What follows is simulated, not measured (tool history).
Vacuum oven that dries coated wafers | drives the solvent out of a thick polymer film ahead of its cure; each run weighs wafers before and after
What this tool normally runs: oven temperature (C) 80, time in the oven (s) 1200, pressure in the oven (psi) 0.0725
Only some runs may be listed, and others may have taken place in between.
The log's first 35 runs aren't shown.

{"run": 36, "hour": 484.0, "oven temperature (C)": 94, "time in the oven (s)": 1320, "pressure in the oven (psi)": 0.2489, "solvent left in the film (%)": 0.91}
{"run": 37, "hour": 494.0, "oven temperature (C)": 75, "time in the oven (s)": 1380, "pressure in the oven (psi)": 0.2328, "solvent left in the film (%)": 4.38}
{"run": 38, "hour": 511.7, "oven temperature (C)": 68, "time in the oven (s)": 1740, "pressure in the oven (psi)": 0.2279, "solvent left in the film (%)": 5.73}
{"run": 39, "hour": 528.5, "oven temperature (C)": 92, "time in the oven (s)": 840, "pressure in the oven (psi)": 0.0706, "solvent left in the film (%)": 1.26}
{"run": 40, "hour": 540.4, "oven temperature (C)": 92, "time in the oven (s)": 840, "pressure in the oven (psi)": 0.0706, "solvent left in the film (%)": 1.27}
{"run": 41, "hour": 559.7, "oven temperature (C)": 92, "time in the oven (s)": 840, "pressure in the oven (psi)": 0.0706, "solvent left in the film (%)": 1.26}
{"run": 42, "hour": 569.4, "oven temperature (C)": 80, "time in the oven (s)": 1920, "pressure in the oven (psi)": 0.2859, "solvent left in the film (%)": 2.38}
{"run": 43, "hour": 587.9, "oven temperature (C)": 94, "time in the oven (s)": 1140, "pressure in the oven (psi)": 0.0725, "solvent left in the film (%)": 0.52}
{"run": 44, "hour": 597.1, "oven temperature (C)": 94, "time in the oven (s)": 1140, "pressure in the oven (psi)": 0.0725, "solvent left in the film (%)": 0.46}
{"run": 45, "hour": 612.9, "oven temperature (C)": 80, "time in the oven (s)": 780, "pressure in the oven (psi)": 0.0393, "solvent left in the film (%)": 4.38}
{"run": 46, "hour": 630.9, "oven temperature (C)": 80, "time in the oven (s)": 780, "pressure in the oven (psi)": 0.0393, "solvent left in the film (%)": 4.4}

What if the next run were any one of these 3? Each begins from the tool's condition after run 46:
{"run": "A", "hour": 641.5, "oven temperature (C)": 80, "time in the oven (s)": 780, "pressure in the oven (psi)": 0.096, "solvent left in the film (%)": "?"}
{"run": "B", "hour": 641.5, "oven temperature (C)": 92, "time in the oven (s)": 1380, "pressure in the oven (psi)": 0.0645, "solvent left in the film (%)": "?"}
{"run": "C", "hour": 641.5, "oven temperature (C)": 74, "time in the oven (s)": 660, "pressure in the oven (psi)": 0.2601, "solvent left in the film (%)": "?"}

run=A solvent_left_in_the_film_(%)=4.56
run=B solvent_left_in_the_film_(%)=0.31
run=C solvent_left_in_the_film_(%)=7.90
Without the tool's hidden state the same runs would have given:
run=A solvent_left_in_the_film_(%)=4.55
run=B solvent_left_in_the_film_(%)=0.30
run=C solvent_left_in_the_film_(%)=7.89

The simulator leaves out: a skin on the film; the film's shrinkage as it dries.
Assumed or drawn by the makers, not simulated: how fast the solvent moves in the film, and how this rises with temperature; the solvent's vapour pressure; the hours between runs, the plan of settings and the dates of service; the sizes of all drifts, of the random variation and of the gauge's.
